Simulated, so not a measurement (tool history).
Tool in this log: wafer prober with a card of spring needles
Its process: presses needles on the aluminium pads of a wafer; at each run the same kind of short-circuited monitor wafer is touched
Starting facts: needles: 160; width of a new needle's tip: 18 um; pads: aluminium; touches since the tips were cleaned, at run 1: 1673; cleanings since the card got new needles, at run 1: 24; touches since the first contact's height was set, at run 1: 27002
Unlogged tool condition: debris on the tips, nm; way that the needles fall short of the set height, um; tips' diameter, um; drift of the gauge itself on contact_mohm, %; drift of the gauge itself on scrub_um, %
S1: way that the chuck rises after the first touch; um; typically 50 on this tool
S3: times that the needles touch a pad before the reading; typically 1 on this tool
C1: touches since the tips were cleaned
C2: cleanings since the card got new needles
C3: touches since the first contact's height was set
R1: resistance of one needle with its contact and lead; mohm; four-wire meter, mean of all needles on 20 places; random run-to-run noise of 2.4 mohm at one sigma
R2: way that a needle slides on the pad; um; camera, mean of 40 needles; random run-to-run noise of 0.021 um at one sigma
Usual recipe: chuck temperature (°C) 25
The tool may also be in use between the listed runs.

{"run": 1, "hour": 0.0, "S1": 50, "chuck temperature (°C)": 25, "S3": 1, "C1": 1673, "C2": 24, "C3": 27002, "R1": 275, "R2": 8.49}
{"hour": 4.9, "done": "tips cleaned on abrasive film"}
{"hour": 13.0, "done": "tips cleaned on abrasive film"}
{"hour": 21.1, "done": "tips cleaned on abrasive film"}
{"hour": 27.7, "done": "tips cleaned on abrasive film"}
{"hour": 35.8, "done": "tips cleaned on abrasive film"}
{"hour": 42.3, "done": "tips cleaned on abrasive film"}
{"hour": 48.8, "done": "tips cleaned on abrasive film"}
{"hour": 55.3, "done": "tips cleaned on abrasive film"}
{"hour": 61.8, "done": "tips cleaned on abrasive film"}
{"hour": 68.4, "done": "tips cleaned on abrasive film"}
{"run": 2, "hour": 68.7, "S1": 50, "chuck temperature (°C)": 25, "S3": 1, "C1": 232, "C2": 34, "C3": 68151, "R1": 280, "R2": 8.52}
{"hour": 75.3, "done": "tips cleaned on abrasive film"}
{"hour": 83.4, "done": "tips cleaned on abrasive film"}
{"hour": 88.5, "done": "height of the first contact set anew"}
{"hour": 90.2, "done": "tips cleaned on abrasive film"}
{"hour": 96.7, "done": "tips cleaned on abrasive film"}
{"run": 3, "hour": 102.4, "S1": 50, "chuck temperature (°C)": 25, "S3": 1, "C1": 3459, "C2": 38, "C3": 8331, "R1": 272, "R2": 8.53}
{"hour": 104.1, "done": "tips cleaned on abrasive film"}
{"hour": 110.6, "done": "tips cleaned on abrasive film"}
{"hour": 118.7, "done": "tips cleaned on abrasive film"}
{"hour": 126.9, "done": "tips cleaned on abrasive film"}
{"hour": 135.0, "done": "tips cleaned on abrasive film"}
{"hour": 141.5, "done": "tips cleaned on abrasive film"}
{"hour": 148.0, "done": "tips cleaned on abrasive film"}
{"hour": 156.1, "done": "tips cleaned on abrasive film"}
{"hour": 162.6, "done": "tips cleaned on abrasive film"}
{"hour": 169.1, "done": "tips cleaned on abrasive film"}
{"run": 4, "hour": 169.5, "S1": 34, "chuck temperature (°C)": 25, "S3": 1, "C1": 215, "C2": 48, "C3": 48489, "R1": 287, "R2": 5.81}
{"hour": 176.0, "done": "tips cleaned on abrasive film"}
{"hour": 184.1, "done": "tips cleaned on abrasive film"}
{"hour": 190.7, "done": "tips cleaned on abrasive film"}
{"hour": 197.2, "done": "tips cleaned on abrasive film"}
{"hour": 203.7, "done": "tips cleaned on abrasive film"}
{"hour": 210.2, "done": "tips cleaned on abrasive film"}
{"hour": 216.7, "done": "tips cleaned on abrasive film"}
{"hour": 221.8, "done": "height of the first contact set anew"}
{"hour": 223.5, "done": "tips cleaned on abrasive film"}
{"hour": 231.6, "done": "tips cleaned on abrasive film"}
{"run": 5, "hour": 237.8, "S1": 50, "chuck temperature (°C)": 25, "S3": 1, "C1": 3769, "C2": 57, "C3": 9614, "R1": 275, "R2": 8.53}
{"hour": 239.5, "done": "tips cleaned on abrasive film"}
{"hour": 246.1, "done": "tips cleaned on abrasive film"}
{"hour": 252.6, "done": "tips cleaned on abrasive film"}
{"hour": 260.7, "done": "tips cleaned on abrasive film"}
{"hour": 267.2, "done": "tips cleaned on abrasive film"}
{"run": 6, "hour": 273.5, "S1": 59, "chuck temperature (°C)": 25, "S3": 1, "C1": 3804, "C2": 62, "C3": 30954, "R1": 278, "R2": 10.07}
{"hour": 275.2, "done": "tips cleaned on abrasive film"}
{"hour": 281.7, "done": "tips cleaned on abrasive film"}
{"hour": 289.8, "done": "tips cleaned on abrasive film"}
{"hour": 297.9, "done": "tips cleaned on abrasive film"}
{"hour": 306.0, "done": "tips cleaned on abrasive film"}
{"hour": 312.6, "done": "tips cleaned on abrasive film"}
{"hour": 320.7, "done": "tips cleaned on abrasive film"}
{"hour": 327.2, "done": "tips cleaned on abrasive film"}
{"hour": 333.7, "done": "tips cleaned on abrasive film"}
{"run": 7, "hour": 338.2, "S1": 50, "chuck temperature (°C)": 25, "S3": 1, "C1": 2756, "C2": 71, "C3": 69756, "R1": 277, "R2": 8.54}
{"hour": 341.6, "done": "tips cleaned on abrasive film"}
{"hour": 348.1, "done": "tips cleaned on abrasive film"}
{"hour": 356.2, "done": "tips cleaned on abrasive film"}
{"hour": 356.5, "done": "height of the first contact set anew"}
{"hour": 363.0, "done": "tips cleaned on abrasive film"}
{"hour": 369.5, "done": "tips cleaned on abrasive film"}
{"hour": 376.0, "done": "tips cleaned on abrasive film"}
{"hour": 384.1, "done": "tips cleaned on abrasive film"}
{"run": 8, "hour": 388.1, "S1": 50, "chuck temperature (°C)": 25, "S3": 1, "C1": 2404, "C2": 78, "C3": 18965, "R1": 276, "R2": 8.52}
{"hour": 391.4, "done": "tips cleaned on abrasive film"}
{"hour": 397.9, "done": "tips cleaned on abrasive film"}
{"hour": 404.4, "done": "tips cleaned on abrasive film"}
{"hour": 412.6, "done": "tips cleaned on abrasive film"}
{"hour": 419.1, "done": "tips cleaned on abrasive film"}
{"hour": 427.2, "done": "tips cleaned on abrasive film"}
{"hour": 435.1, "done": "tips cleaned on abrasive film"}
{"run": 9, "hour": 435.1, "S1": 31, "chuck temperature (°C)": 25, "S3": 1, "C1": 0, "C2": 85, "C3": 47099, "R1": 288, "R2": 5.27}
{"hour": 443.2, "done": "tips cleaned on abrasive film"}
{"hour": 449.7, "done": "tips cleaned on abrasive film"}
{"hour": 456.3, "done": "tips cleaned on abrasive film"}
{"hour": 462.8, "done": "tips cleaned on abrasive film"}
{"run": 10, "hour": 468.0, "S1": 31, "chuck temperature (°C)": 25, "S3": 1, "C1": 3199, "C2": 89, "C3": 66860, "R1": 291, "R2": 5.27}
{"hour": 469.7, "done": "tips cleaned on abrasive film"}
{"hour": 477.9, "done": "tips cleaned on abrasive film"}
{"hour": 484.4, "done": "tips cleaned on abrasive film"}
{"hour": 490.9, "done": "tips cleaned on abrasive film"}
{"hour": 491.2, "done": "height of the first contact set anew"}
{"hour": 499.3, "done": "tips cleaned on abrasive film"}
{"hour": 507.4, "done": "tips cleaned on abrasive film"}
{"hour": 515.6, "done": "tips cleaned on abrasive film"}
{"hour": 522.1, "done": "tips cleaned on abrasive film"}
{"run": 11, "hour": 526.1, "S1": 31, "chuck temperature (°C)": 25, "S3": 1, "C1": 2435, "C2": 97, "C3": 20945, "R1": 285, "R2": 5.29}
{"hour": 529.4, "done": "tips cleaned on abrasive film"}
{"hour": 535.9, "done": "tips cleaned on abrasive film"}
{"hour": 544.0, "done": "tips cleaned on abrasive film"}
{"hour": 550.5, "done": "tips cleaned on abrasive film"}
{"hour": 558.6, "done": "tips cleaned on abrasive film"}
{"hour": 565.2, "done": "tips cleaned on abrasive film"}
{"hour": 571.7, "done": "tips cleaned on abrasive film"}
{"hour": 578.2, "done": "tips cleaned on abrasive film"}
{"run": 12, "hour": 583.6, "S1": 50, "chuck temperature (°C)": 57, "S3": 2, "C1": 3315, "C2": 105, "C3": 55435, "R1": 288, "R2": 8.54}
{"hour": 585.4, "done": "tips cleaned on abrasive film"}
{"hour": 591.9, "done": "tips cleaned on abrasive film"}
{"hour": 598.4, "done": "tips cleaned on abrasive film"}
{"hour": 606.5, "done": "tips cleaned on abrasive film"}
{"hour": 613.0, "done": "tips cleaned on abrasive film"}
{"hour": 621.1, "done": "tips cleaned on abrasive film"}
{"hour": 624.6, "done": "height of the first contact set anew"}
{"hour": 629.6, "done": "tips cleaned on abrasive film"}
{"hour": 637.7, "done": "tips cleaned on abrasive film"}
{"run": 13, "hour": 642.2, "S1": 50, "chuck temperature (°C)": 57, "S3": 2, "C1": 2783, "C2": 113, "C3": 10577, "R1": 283, "R2": 8.55}
{"hour": 645.6, "done": "tips cleaned on abrasive film"}
{"hour": 652.1, "done": "tips cleaned on abrasive film"}
{"hour": 660.2, "done": "tips cleaned on abrasive film"}
{"hour": 666.7, "done": "tips cleaned on abrasive film"}
{"hour": 673.2, "done": "tips cleaned on abrasive film"}
{"hour": 679.7, "done": "tips cleaned on abrasive film"}
{"hour": 687.9, "done": "tips cleaned on abrasive film"}
{"run": 14, "hour": 692.8, "S1": 48, "chuck temperature (°C)": 54, "S3": 1, "C1": 2978, "C2": 120, "C3": 40833, "R1": 290, "R2": 8.17}
{"hour": 694.5, "done": "tips cleaned on abrasive film"}
{"hour": 701.0, "done": "tips cleaned on abrasive film"}
{"hour": 709.1, "done": "tips cleaned on abrasive film"}
{"hour": 717.2, "done": "tips cleaned on abrasive film"}
{"hour": 724.6, "done": "tips cleaned on abrasive film"}
{"run": 15, "hour": 724.6, "S1": 48, "chuck temperature (°C)": 54, "S3": 1, "C1": 0, "C2": 125, "C3": 59853, "R1": 291, "R2": 8.18}
{"hour": 732.7, "done": "tips cleaned on abrasive film"}
{"hour": 740.8, "done": "tips cleaned on abrasive film"}
{"hour": 747.3, "done": "tips cleaned on abrasive film"}
{"hour": 755.4, "done": "tips cleaned on abrasive film"}
{"hour": 758.9, "done": "height of the first contact set anew"}
{"hour": 762.2, "done": "tips cleaned on abrasive film"}
{"hour": 770.4, "done": "tips cleaned on abrasive film"}
{"run": 16, "hour": 776.4, "S1": 48, "chuck temperature (°C)": 61, "S3": 1, "C1": 3686, "C2": 131, "C3": 10505, "R1": 293, "R2": 8.2}

Run 17 is up next; what results do you expect?
{"hour": 778.1, "done": "tips cleaned on abrasive film"}
{"hour": 784.6, "done": "tips cleaned on abrasive film"}
{"hour": 792.8, "done": "tips cleaned on abrasive film"}
{"hour": 799.3, "done": "tips cleaned on abrasive film"}
{"hour": 805.8, "done": "tips cleaned on abrasive film"}
{"run": 17, "hour": 811.4, "S1": 48, "chuck temperature (°C)": 61, "S3": 1, "C1": 3435, "C2": 136, "C3": 31475, "R1": "?", "R2": "?"}

Run 17 measured R1 290 mohm, R2 8.19 um.
Were there no unlogged condition in the tool, this run, its random variation unchanged, would have produced R1 289 mohm, R2 8.14 um.
